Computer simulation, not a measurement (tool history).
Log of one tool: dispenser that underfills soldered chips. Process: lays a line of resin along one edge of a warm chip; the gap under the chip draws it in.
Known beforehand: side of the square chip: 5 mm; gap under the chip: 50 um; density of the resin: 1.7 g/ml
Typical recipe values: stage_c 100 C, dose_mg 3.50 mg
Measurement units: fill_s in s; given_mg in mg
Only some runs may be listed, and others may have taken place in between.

run 1 hour=0.0 | stage_c=100 dose_mg=3.50 | fill_s=48.2 given_mg=3.31
-- hour=4.1 new syringe of resin
-- hour=7.6 dispensing valve cleaned and set on the balance
run 2 hour=14.9 | stage_c=100 dose_mg=3.50 | fill_s=45.0 given_mg=3.49
-- hour=20.7 new syringe of resin
run 3 hour=28.4 | stage_c=100 dose_mg=3.50 | fill_s=43.5 given_mg=3.47
run 4 hour=34.6 | stage_c=94 dose_mg=3.50 | fill_s=67.6 given_mg=3.46
-- hour=35.9 new syringe of resin
run 5 hour=41.1 | stage_c=98 dose_mg=3.50 | fill_s=43.5 given_mg=3.43
-- hour=51.5 new syringe of resin
run 6 hour=51.9 | stage_c=101 dose_mg=3.50 | fill_s=35.9 given_mg=3.40
run 7 hour=62.2 | stage_c=101 dose_mg=3.50 | fill_s=43.3 given_mg=3.43
-- hour=66.2 new syringe of resin
run 8 hour=71.9 | stage_c=100 dose_mg=3.50 | fill_s=41.4 given_mg=3.38
-- hour=81.2 new syringe of resin
run 9 hour=85.7 | stage_c=100 dose_mg=3.50 | fill_s=39.6 given_mg=3.40
-- hour=96.2 new syringe of resin
run 10 hour=97.9 | stage_c=100 dose_mg=3.50 | fill_s=37.2 given_mg=3.38
run 11 hour=105.2 | stage_c=100 dose_mg=3.50 | fill_s=44.7 given_mg=3.37
-- hour=111.6 new syringe of resin
run 12 hour=114.6 | stage_c=100 dose_mg=3.50 | fill_s=38.7 given_mg=3.35
-- hour=126.2 new syringe of resin
-- hour=127.2 dispensing valve cleaned and set on the balance
run 13 hour=128.1 | stage_c=109 dose_mg=3.50 | fill_s=23.6 given_mg=3.48
run 14 hour=136.3 | stage_c=109 dose_mg=3.50 | fill_s=29.0 given_mg=3.49
-- hour=142.3 new syringe of resin
run 15 hour=144.9 | stage_c=109 dose_mg=3.50 | fill_s=25.4 given_mg=3.47
run 16 hour=150.9 | stage_c=108 dose_mg=4.30 | fill_s=30.3 given_mg=4.28
-- hour=157.2 new syringe of resin
run 17 hour=157.2 | stage_c=108 dose_mg=4.30 | fill_s=24.0 given_mg=4.26
run 18 hour=167.1 | stage_c=108 dose_mg=3.88 | fill_s=31.1 given_mg=3.83
-- hour=171.8 new syringe of resin
run 19 hour=178.8 | stage_c=111 dose_mg=4.15 | fill_s=24.7 given_mg=4.06
-- hour=186.6 new syringe of resin
run 20 hour=190.2 | stage_c=103 dose_mg=3.33 | fill_s=33.8 given_mg=3.27
run 21 hour=199.3 | stage_c=92 dose_mg=4.06 | fill_s=69.2 given_mg=3.94
-- hour=201.7 new syringe of resin
run 22 hour=211.1 | stage_c=107 dose_mg=3.99 | fill_s=32.2 given_mg=3.85
-- hour=217.5 new syringe of resin
run 23 hour=218.1 | stage_c=92 dose_mg=4.45 | fill_s=50.4 given_mg=4.28
run 24 hour=226.4 | stage_c=98 dose_mg=3.67 | fill_s=48.0 given_mg=3.54
-- hour=232.3 new syringe of resin
run 25 hour=240.0 | stage_c=98 dose_mg=3.67 | fill_s=45.0 given_mg=3.49
-- hour=246.0 dispensing valve cleaned and set on the balance
-- hour=248.2 new syringe of resin
run 26 hour=254.0 | stage_c=98 dose_mg=3.67 | fill_s=42.6 given_mg=3.66
-- hour=263.4 new syringe of resin
run 27 hour=264.8 | stage_c=98 dose_mg=3.67 | fill_s=38.7 given_mg=3.65
run 28 hour=276.5 | stage_c=97 dose_mg=3.99 | fill_s=54.1 given_mg=3.93
-- hour=278.1 new syringe of resin
run 29 hour=285.9 | stage_c=103 dose_mg=3.50 | fill_s=37.0 given_mg=3.46

Selected run-to-run steps in fill_s, each split into two signed amounts: the part the tool would show with no hidden state at all (from settings, incoming material and random variation), and the remainder, which goes to the hidden state together with any gauge scatter not common to the measured and the hidden-state-free results:
Hidden conditions of the tool in this case: resin's viscosity, % of fresh resin's; dose that the valve gives, % of what is set; true chip temperature over the reading, C; drift of the gauge itself on fill_s, %; drift of the gauge itself on given_mg, %.
Run 4 -> 5: stage_c 94 -> 98, new syringe of resin. fill_s -24.1 s: hidden state -14.7, all else -9.4.
Run 20 -> 21: stage_c 103 -> 92, dose_mg 3.33 -> 4.06. fill_s +35.4 s: hidden state +13.7, all else +21.7.
Run 21 -> 22: stage_c 92 -> 107, dose_mg 4.06 -> 3.99, new syringe of resin. fill_s -37.0 s: hidden state -10.0, all else -27.0.

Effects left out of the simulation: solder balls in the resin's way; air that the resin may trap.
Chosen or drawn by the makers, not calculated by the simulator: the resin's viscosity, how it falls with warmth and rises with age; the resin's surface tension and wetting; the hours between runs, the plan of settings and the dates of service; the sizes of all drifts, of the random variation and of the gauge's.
